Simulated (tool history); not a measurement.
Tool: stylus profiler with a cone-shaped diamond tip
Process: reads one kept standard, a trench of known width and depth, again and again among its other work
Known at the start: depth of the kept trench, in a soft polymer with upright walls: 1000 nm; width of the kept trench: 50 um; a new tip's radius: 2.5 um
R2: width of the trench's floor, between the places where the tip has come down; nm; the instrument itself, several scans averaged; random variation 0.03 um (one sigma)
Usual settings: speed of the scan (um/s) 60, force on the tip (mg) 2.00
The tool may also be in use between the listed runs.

{"run": 1, "hour": 0.0, "speed of the scan (um/s)": 60, "force on the tip (mg)": 2.0, "depth of the trench (nm)": 1012.55, "R2": 45140}
{"run": 2, "hour": 8.3, "speed of the scan (um/s)": 60, "force on the tip (mg)": 2.0, "depth of the trench (nm)": 1012.58, "R2": 45120}
{"run": 3, "hour": 15.3, "speed of the scan (um/s)": 60, "force on the tip (mg)": 2.0, "depth of the trench (nm)": 1012.57, "R2": 45140}
{"run": 4, "hour": 29.0, "speed of the scan (um/s)": 60, "force on the tip (mg)": 2.0, "depth of the trench (nm)": 1012.3, "R2": 45120}
{"run": 5, "hour": 40.4, "speed of the scan (um/s)": 60, "force on the tip (mg)": 2.0, "depth of the trench (nm)": 1012.39, "R2": 45080}
{"hour": 42.1, "done": "height scale calibrated on a step standard"}
{"run": 6, "hour": 51.9, "speed of the scan (um/s)": 234, "force on the tip (mg)": 2.81, "depth of the trench (nm)": 1015.65, "R2": 44240}
{"run": 7, "hour": 60.4, "speed of the scan (um/s)": 56, "force on the tip (mg)": 1.4, "depth of the trench (nm)": 1010.3, "R2": 44970}
{"run": 8, "hour": 72.9, "speed of the scan (um/s)": 19, "force on the tip (mg)": 2.05, "depth of the trench (nm)": 1013.17, "R2": 45270}
{"hour": 77.0, "done": "height scale calibrated on a step standard, once more"}
{"run": 9, "hour": 83.2, "speed of the scan (um/s)": 19, "force on the tip (mg)": 2.05, "depth of the trench (nm)": 1011.67, "R2": 45260}
{"run": 10, "hour": 96.5, "speed of the scan (um/s)": 125, "force on the tip (mg)": 4.38, "depth of the trench (nm)": 1019.87, "R2": 44890}

5 ways to go on from here, each from the tool as it stands after run 10. What would each give?
{"run": "A", "hour": 105.0, "speed of the scan (um/s)": 19, "force on the tip (mg)": 3.98, "depth of the trench (nm)": "?", "R2": "?"}
{"run": "B", "hour": 105.0, "speed of the scan (um/s)": 27, "force on the tip (mg)": 1.87, "depth of the trench (nm)": "?", "R2": "?"}
{"run": "C", "hour": 105.0, "speed of the scan (um/s)": 121, "force on the tip (mg)": 2.06, "depth of the trench (nm)": "?", "R2": "?"}
{"run": "D", "hour": 105.0, "speed of the scan (um/s)": 40, "force on the tip (mg)": 1.39, "depth of the trench (nm)": "?", "R2": "?"}
{"run": "E", "hour": 105.0, "speed of the scan (um/s)": 124, "force on the tip (mg)": 2.0, "depth of the trench (nm)": "?", "R2": "?"}

run=A depth_of_the_trench_(nm)=1019.27 R2=45290
run=B depth_of_the_trench_(nm)=1011.50 R2=45190
run=C depth_of_the_trench_(nm)=1011.82 R2=44630
run=D depth_of_the_trench_(nm)=1008.78 R2=45060
run=E depth_of_the_trench_(nm)=1011.52 R2=44690
Without the tool's hidden state the same runs would have given:
run=A depth_of_the_trench_(nm)=1019.07 R2=45940
run=B depth_of_the_trench_(nm)=1011.30 R2=45840
run=C depth_of_the_trench_(nm)=1011.63 R2=45280
run=D depth_of_the_trench_(nm)=1008.59 R2=45710
run=E depth_of_the_trench_(nm)=1011.33 R2=45340
